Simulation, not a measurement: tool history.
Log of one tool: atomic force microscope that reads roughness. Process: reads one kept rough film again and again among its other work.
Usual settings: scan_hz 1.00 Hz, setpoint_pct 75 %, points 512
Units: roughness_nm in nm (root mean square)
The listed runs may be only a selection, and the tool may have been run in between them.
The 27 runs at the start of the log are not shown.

run	day	scan_hz	setpoint_pct	points	pictures with this tip	hours of work since the height scale was calibrated	roughness_nm
28	11.271	1.00	82	1009	60	393	3.269
29	11.583	1.00	82	1009	73	397	3.244
30	11.942	1.00	82	1009	88	403	3.258
31	12.475	1.00	82	1009	111	411	3.193
32	13.017	3.81	60	512	134	420	3.187
33	13.379	1.00	81	512	149	425	3.188
34	13.804	1.00	70	919	167	432	3.321
35	14.067	1.00	70	919	178	436	3.288
36	14.333	1.00	72	576	189	440	3.254
37	14.842	2.39	72	497	211	448	3.030
38	15.358	2.39	72	497	232	456	3.010

Forecast each of these 3 alternatives for the next run:
A	15.921	3.21	75	258	256	465	?
B	15.921	0.85	75	394	256	465	?
C	15.921	1.81	70	348	256	465	?

run	roughness_nm
A	2.815
B	3.233
C	3.122
The same runs, with their run-to-run variation unchanged, on a tool lacking any hidden condition would have given:
run	roughness_nm
A	2.966
B	3.406
C	3.289

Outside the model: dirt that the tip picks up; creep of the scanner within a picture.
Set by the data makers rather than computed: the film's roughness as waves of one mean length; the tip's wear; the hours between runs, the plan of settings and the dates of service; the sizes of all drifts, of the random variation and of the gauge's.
